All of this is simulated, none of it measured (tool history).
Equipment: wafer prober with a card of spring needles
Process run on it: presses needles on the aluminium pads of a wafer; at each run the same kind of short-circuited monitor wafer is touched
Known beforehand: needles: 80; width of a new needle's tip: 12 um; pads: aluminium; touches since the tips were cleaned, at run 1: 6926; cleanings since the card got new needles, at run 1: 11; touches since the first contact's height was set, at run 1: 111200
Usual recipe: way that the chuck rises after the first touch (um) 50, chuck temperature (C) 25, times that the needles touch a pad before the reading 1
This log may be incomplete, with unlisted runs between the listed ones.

run   hour  way that the chuck rises after the first touch (um)  chuck temperature (C)  times that the needles touch a pad before the reading  touches since the tips were cleaned  cleanings since the card got new needles  touches since the first contact's height was set  resistance of one needle with its contact and lead (mohm)  way that a needle slides on the pad (um)
  1    0.0                                                   50                     25                                                      1                                 6926                                        11                                            111200                                                        276                                      6.91
       8.9  -- tips cleaned on abrasive film
      41.4  -- tips cleaned on abrasive film
  2   43.7                                                   50                     25                                                      1                                  650                                        13                                            123699                                                        269                                      6.94
      73.9  -- tips cleaned on abrasive film
  3   89.7                                                   58                     25                                                      1                                 4560                                        14                                            136908                                                        267                                      8.07
     105.1  -- tips cleaned on abrasive film
  4  131.1                                                   58                     25                                                      1                                 7476                                        15                                            148771                                                        268                                      8.05
     136.3  -- tips cleaned on abrasive film
     168.6  -- tips cleaned on abrasive film
  5  170.1                                                   34                     25                                                      1                                  440                                        17                                            159929                                                        272                                      4.73
     199.7  -- tips cleaned on abrasive film
  6  202.4                                                   34                     25                                                      1                                  796                                        18                                            169191                                                        277                                      4.69
     230.5  -- tips cleaned on abrasive film
  7  254.8                                                   34                     25                                                      1                                 6993                                        19                                            184229                                                        276                                      4.75
     263.4  -- tips cleaned on abrasive film
     296.3  -- tips cleaned on abrasive film
  8  297.3                                                   67                     63                                                      2                                  283                                        21                                            196383                                                        279                                      9.31
     314.0  -- height of the first contact set anew
     329.7  -- tips cleaned on abrasive film
  9  348.5                                                   58                     25                                                      2                                 5393                                        22                                              9870                                                        265                                      8.06
     361.8  -- tips cleaned on abrasive film
 10  388.3                                                   58                     81                                                      1                                 7619                                        23                                             21290                                                        286                                      8.11
     394.2  -- tips cleaned on abrasive film
     427.2  -- tips cleaned on abrasive film
 11  431.0                                                   51                     81                                                      3                                 1089                                        25                                             33514                                                        288                                      7.17
     458.5  -- tips cleaned on abrasive film
 12  484.6                                                   50                     78                                                      1                                 7501                                        26                                             48889                                                        288                                      7.02

Forecast each of these 4 alternatives for the next run:
     489.6  -- tips cleaned on abrasive film
     522.4  -- tips cleaned on abrasive film
  A  535.5                                                   61                     32                                                      2                                 3767                                        28                                             63456                                                          ?                                         ?
     489.6  -- tips cleaned on abrasive film
     522.4  -- tips cleaned on abrasive film
  B  535.5                                                   34                     41                                                      3                                 3767                                        28                                             63456                                                          ?                                         ?
     489.6  -- tips cleaned on abrasive film
     522.4  -- tips cleaned on abrasive film
  C  535.5                                                   50                     49                                                      2                                 3767                                        28                                             63456                                                          ?                                         ?
     489.6  -- tips cleaned on abrasive film
     522.4  -- tips cleaned on abrasive film
  D  535.5                                                   50                     27                                                      1                                 3767                                        28                                             63456                                                          ?                                         ?

run  resistance of one needle with its contact and lead (mohm)  way that a needle slides on the pad (um)
  A                                                        268                                      8.61
  B                                                        281                                      4.78
  C                                                        280                                      7.02
  D                                                        275                                      7.04
With the hidden condition removed and each run's random variation left untouched, the same runs would have given:
run  resistance of one needle with its contact and lead (mohm)  way that a needle slides on the pad (um)
  A                                                        268                                      8.47
  B                                                        280                                      4.71
  C                                                        280                                      6.90
  D                                                        274                                      6.92
